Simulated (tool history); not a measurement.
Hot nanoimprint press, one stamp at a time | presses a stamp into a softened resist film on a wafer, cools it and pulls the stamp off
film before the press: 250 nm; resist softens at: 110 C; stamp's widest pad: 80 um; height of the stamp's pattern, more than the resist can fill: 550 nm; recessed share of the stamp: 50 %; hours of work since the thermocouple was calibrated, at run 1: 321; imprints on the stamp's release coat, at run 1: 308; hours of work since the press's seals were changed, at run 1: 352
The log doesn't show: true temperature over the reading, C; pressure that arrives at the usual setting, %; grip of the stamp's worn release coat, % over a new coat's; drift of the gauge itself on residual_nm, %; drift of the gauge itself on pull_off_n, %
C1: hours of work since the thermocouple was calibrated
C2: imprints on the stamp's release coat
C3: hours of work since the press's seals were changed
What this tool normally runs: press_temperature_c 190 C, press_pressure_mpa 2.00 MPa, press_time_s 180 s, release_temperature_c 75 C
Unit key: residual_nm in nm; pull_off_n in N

Run 1, hour 0.0: usual settings; C1 321; C2 308; C3 352. Result: residual_nm 130.3 nm, pull_off_n 210 N.
Run 2, hour 33.0: usual settings; C1 338; C2 397; C3 369. Result: residual_nm 130.0 nm, pull_off_n 210 N.
At hour 50.7: plate thermocouple calibrated.
Run 3, hour 68.2: usual settings; C1 9; C2 484; C3 386. Result: residual_nm 130.4 nm, pull_off_n 210 N.
Run 4, hour 97.1: usual settings; C1 24; C2 563; C3 401. Result: residual_nm 129.9 nm, pull_off_n 212 N.
Run 5, hour 112.5: usual settings; C1 32; C2 604; C3 409. Result: residual_nm 130.9 nm, pull_off_n 207 N.
Run 6, hour 143.0: usual settings; C1 48; C2 687; C3 425. Result: residual_nm 130.8 nm, pull_off_n 209 N.
Run 7, hour 168.3: usual settings; C1 61; C2 755; C3 438. Result: residual_nm 130.5 nm, pull_off_n 214 N.
At hour 183.3: stamp cleaned and given a new release coat.
Run 8, hour 204.2: usual settings; C1 76; C2 57; C3 453. Result: residual_nm 130.7 nm, pull_off_n 210 N.
Run 9, hour 223.3: usual settings but press_pressure_mpa 2.97 MPa; C1 86; C2 109; C3 463. Result: residual_nm 108.0 nm, pull_off_n 212 N.
Run 10, hour 249.3: usual settings but press_pressure_mpa 2.97 MPa; C1 100; C2 179; C3 477. Result: residual_nm 107.7 nm, pull_off_n 211 N.
Run 11, hour 271.5: usual settings but press_time_s 353 s; C1 111; C2 239; C3 488. Result: residual_nm 103.3 nm, pull_off_n 206 N.
Run 12, hour 305.1: usual settings but press_temperature_c 199 C; C1 129; C2 330; C3 506. Result: residual_nm 89.4 nm, pull_off_n 212 N.
Run 13, hour 339.5: usual settings but release_temperature_c 70 C; C1 146; C2 423; C3 523. Result: residual_nm 131.2 nm, pull_off_n 239 N.
Run 14, hour 374.0: usual settings but release_temperature_c 70 C; C1 164; C2 516; C3 541. Result: residual_nm 131.5 nm, pull_off_n 237 N.
Run 15, hour 397.6: usual settings but press_pressure_mpa 1.62 MPa; C1 177; C2 580; C3 554. Result: residual_nm 144.6 nm, pull_off_n 210 N.
Run 16, hour 414.0: usual settings but press_pressure_mpa 1.62 MPa; C1 185; C2 624; C3 562. Result: residual_nm 143.9 nm, pull_off_n 213 N.
Run 17, hour 442.1: usual settings but press_pressure_mpa 1.62 MPa; C1 200; C2 700; C3 577. Result: residual_nm 143.8 nm, pull_off_n 215 N.
At hour 477.1: stamp cleaned and given a new release coat.
Run 18, hour 477.4: usual settings but press_time_s 335 s; C1 215; C2 1; C3 592. Result: residual_nm 105.8 nm, pull_off_n 206 N.
Run 19, hour 505.1: usual settings but press_pressure_mpa 2.53 MPa; C1 229; C2 75; C3 606. Result: residual_nm 117.3 nm, pull_off_n 213 N.
Run 20, hour 538.7: usual settings but press_pressure_mpa 2.79 MPa, press_time_s 99 s; C1 246; C2 166; C3 623. Result: residual_nm 137.3 nm, pull_off_n 212 N.
Run 21, hour 573.1: usual settings but press_pressure_mpa 2.79 MPa, press_time_s 99 s; C1 264; C2 259; C3 641. Result: residual_nm 138.0 nm, pull_off_n 212 N.
Run 22, hour 597.7: usual settings but press_temperature_c 187 C, press_pressure_mpa 2.79 MPa, press_time_s 219 s; C1 277; C2 326; C3 654. Result: residual_nm 119.9 nm, pull_off_n 210 N.
Run 23, hour 620.4: usual settings but press_temperature_c 187 C, press_pressure_mpa 2.79 MPa, press_time_s 219 s, release_temperature_c 65 C; C1 289; C2 387; C3 666. Result: residual_nm 119.6 nm, pull_off_n 261 N.
Run 24, hour 652.6: usual settings but press_temperature_c 182 C, press_pressure_mpa 2.79 MPa, press_time_s 111 s, release_temperature_c 65 C; C1 305; C2 474; C3 682. Result: residual_nm 178.9 nm, pull_off_n 262 N.
At hour 682.3: press's hydraulic seals changed and the load cell set to zero.
Run 25, hour 687.5: usual settings but press_temperature_c 182 C, press_pressure_mpa 2.79 MPa, press_time_s 148 s, release_temperature_c 65 C; C1 319; C2 547; C3 3. Result: residual_nm 166.7 nm, pull_off_n 263 N.
Run 26, hour 707.5: usual settings but press_temperature_c 182 C, press_pressure_mpa 2.79 MPa, press_time_s 148 s, release_temperature_c 65 C; C1 330; C2 601; C3 13. Result: residual_nm 166.0 nm, pull_off_n 260 N.
At hour 743.7: plate thermocouple calibrated.
Run 27, hour 745.7: usual settings but press_temperature_c 182 C, press_pressure_mpa 2.79 MPa, press_time_s 148 s, release_temperature_c 65 C; C1 1; C2 696; C3 31. Result: residual_nm 167.4 nm, pull_off_n 265 N.
At hour 782.2: stamp cleaned and given a new release coat.
Run 28, hour 784.8: usual settings but press_temperature_c 179 C, release_temperature_c 69 C; C1 18; C2 7; C3 48. Result: residual_nm 196.8 nm, pull_off_n 241 N.
Run 29, hour 816.5: usual settings but press_temperature_c 198 C, press_pressure_mpa 1.86 MPa, press_time_s 158 s; C1 35; C2 92; C3 65. Result: residual_nm 102.7 nm, pull_off_n 210 N.

Each row is a separate what-if for the run after 29, all from the same tool condition, not one after another. Results?
Run A, hour 843.8: usual settings but press_temperature_c 187 C, press_pressure_mpa 2.11 MPa, release_temperature_c 70 C; C1 49; C2 166; C3 79. Result: residual_nm ?, pull_off_n ?.
Run B, hour 843.8: usual settings but press_temperature_c 195 C, press_pressure_mpa 1.88 MPa; C1 49; C2 166; C3 79. Result: residual_nm ?, pull_off_n ?.
Run C, hour 843.8: usual settings but press_temperature_c 193 C, press_pressure_mpa 1.86 MPa, press_time_s 240 s, release_temperature_c 78 C; C1 49; C2 166; C3 79. Result: residual_nm ?, pull_off_n ?.

run  residual_nm  pull_off_n
  A        145.5         234
  B        110.0         214
  C        109.1         193
What these runs would have given with no unlogged condition in the tool:
run  residual_nm  pull_off_n
  A        143.2         234
  B        108.2         214
  C        107.4         193
